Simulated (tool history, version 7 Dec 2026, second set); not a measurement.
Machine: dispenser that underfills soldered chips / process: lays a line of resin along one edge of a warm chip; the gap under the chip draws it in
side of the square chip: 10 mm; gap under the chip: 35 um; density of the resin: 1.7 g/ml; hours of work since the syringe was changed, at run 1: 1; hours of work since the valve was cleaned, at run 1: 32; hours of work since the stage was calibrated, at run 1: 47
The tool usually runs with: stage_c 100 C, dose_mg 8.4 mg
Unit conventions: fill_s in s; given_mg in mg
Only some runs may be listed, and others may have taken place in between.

| run | hour | stage_c | dose_mg | hours of work since the syringe was changed | hours of work since the valve was cleaned | hours of work since the stage was calibrated | fill_s | given_mg |
|---|---|---|---|---|---|---|---|---|
| 1 | 0 | 100 | 8.4 | 1 | 32 | 47 | 177.3 | 8.24 |
| 2 | 4.7 | 100 | 7.28 | 4 | 35 | 50 | 216 | 7.13 |
| 3 | 8.2 | 100 | 8.92 | 6 | 37 | 52 | 233 | 8.68 |
| 4 | 11.3 | 100 | 8.92 | 8 | 39 | 54 | 265.2 | 8.7 |
| 5 | 16.6 | 100 | 7.87 | 11 | 43 | 57 | 330.7 | 7.67 |
|  | 18.2 | new syringe of resin |
| 6 | 22.5 | 96 | 8.4 | 3 | 46 | 60 | 221.5 | 8.16 |
| 7 | 26.5 | 100 | 8.4 | 5 | 48 | 63 | 225.7 | 8.11 |
| 8 | 29.7 | 100 | 8.4 | 7 | 50 | 65 | 251.6 | 8.1 |
| 9 | 33.5 | 100 | 9.95 | 9 | 53 | 67 | 283 | 9.62 |
|  | 37.2 | new syringe of resin |
| 10 | 37.6 | 100 | 9.95 | 0 | 55 | 70 | 164.5 | 9.59 |
| 11 | 42.7 | 100 | 9.95 | 3 | 58 | 73 | 202.1 | 9.54 |
|  | 46.1 | dispensing valve cleaned and set on the balance |
| 12 | 49.6 | 100 | 10.51 | 7 | 2 | 76 | 246.3 | 10.46 |
| 13 | 52 | 100 | 7.74 | 9 | 4 | 78 | 279.6 | 7.7 |
| 14 | 55.1 | 100 | 7.74 | 10 | 6 | 80 | 317 | 7.73 |
|  | 57.6 | new syringe of resin |
| 15 | 58.5 | 100 | 7.74 | 1 | 7 | 82 | 175.4 | 7.75 |
| 16 | 63.7 | 100 | 7.74 | 4 | 11 | 85 | 210.9 | 7.68 |
| 17 | 68.2 | 100 | 7.74 | 7 | 13 | 88 | 244.9 | 7.66 |
| 18 | 73.6 | 100 | 7.74 | 10 | 17 | 91 | 304.1 | 7.67 |
|  | 76.7 | new syringe of resin |
| 19 | 78.5 | 94 | 8.12 | 1 | 20 | 94 | 218.3 | 8.02 |
| 20 | 84.1 | 99 | 8.4 | 5 | 23 | 97 | 227.5 | 8.22 |
| 21 | 89.5 | 99 | 8.4 | 8 | 26 | 101 | 273.3 | 8.21 |
| 22 | 93.2 | 99 | 7.49 | 10 | 29 | 103 | 324.1 | 7.34 |
|  | 96.1 | new syringe of resin |
| 23 | 97.5 | 111 | 7.49 | 1 | 31 | 105 | 126.3 | 7.28 |
| 24 | 101.8 | 92 | 7.13 | 4 | 34 | 108 | 284.1 | 6.96 |
| 25 | 107.2 | 88 | 8.93 | 7 | 37 | 111 | 374.7 | 8.68 |
| 26 | 112.5 | 114 | 10.45 | 10 | 40 | 115 | 187.7 | 10.13 |
|  | 115.2 | new syringe of resin |
| 27 | 116.1 | 114 | 10.45 | 1 | 42 | 117 | 104.9 | 10.11 |
| 28 | 120.4 | 114 | 10.45 | 3 | 45 | 119 | 125.2 | 10.16 |
| 29 | 126.4 | 97 | 8.66 | 7 | 49 | 123 | 273.3 | 8.34 |
| 30 | 129.3 | 87 | 8.66 | 9 | 51 | 125 | 436.9 | 8.31 |
| 31 | 132.1 | 114 | 9.05 | 10 | 52 | 127 | 192.2 | 8.7 |
|  | 134.5 | new syringe of resin |
| 32 | 135.5 | 104 | 10.14 | 1 | 54 | 128 | 145.9 | 9.72 |
| 33 | 140.9 | 104 | 9.36 | 4 | 58 | 132 | 177.1 | 8.98 |
|  | 145.6 | dispensing valve cleaned and set on the balance |
| 34 | 147 | 90 | 9.58 | 7 | 1 | 135 | 343.9 | 9.57 |
| 35 | 150.9 | 107 | 8.49 | 10 | 3 | 137 | 227.1 | 8.49 |
|  | 154.5 | new syringe of resin |
| 36 | 157.3 | 103 | 8.29 | 2 | 7 | 141 | 162.9 | 8.25 |

Same runs, no hidden state in the tool, same run-to-run variation:
The hidden state here: resin's viscosity, % of fresh resin's; dose that the valve gives, % of what is set; true chip temperature over the reading, C; drift of the gauge itself on fill_s, %; drift of the gauge itself on given_mg, %.
| run | fill_s | given_mg |
|---|---|---|
| 1 | 171.1 | 8.42 |
| 2 | 174.8 | 7.3 |
| 3 | 167.1 | 8.9 |
| 4 | 169.5 | 8.93 |
| 5 | 173.3 | 7.89 |
| 6 | 191.9 | 8.42 |
| 7 | 168.5 | 8.38 |
| 8 | 167.3 | 8.39 |
| 9 | 164.7 | 9.98 |
| 10 | 163.2 | 9.96 |
| 11 | 166.7 | 9.94 |
| 12 | 164.7 | 10.49 |
| 13 | 170.5 | 7.72 |
| 14 | 172.5 | 7.76 |
| 15 | 173.6 | 7.8 |
| 16 | 172.7 | 7.74 |
| 17 | 169.8 | 7.74 |
| 18 | 173.1 | 7.77 |
| 19 | 208.9 | 8.15 |
| 20 | 177.8 | 8.37 |
| 21 | 175.3 | 8.38 |
| 22 | 180.5 | 7.51 |
| 23 | 120.9 | 7.46 |
| 24 | 232.8 | 7.14 |
| 25 | 253.4 | 8.93 |
| 26 | 104.9 | 10.45 |
| 27 | 103.8 | 10.44 |
| 28 | 105.6 | 10.52 |
| 29 | 184.8 | 8.66 |
| 30 | 266.5 | 8.64 |
| 31 | 105.4 | 9.06 |
| 32 | 143.3 | 10.13 |
| 33 | 142.2 | 9.38 |
| 34 | 231.2 | 9.55 |
| 35 | 132.4 | 8.5 |
| 36 | 150 | 8.28 |
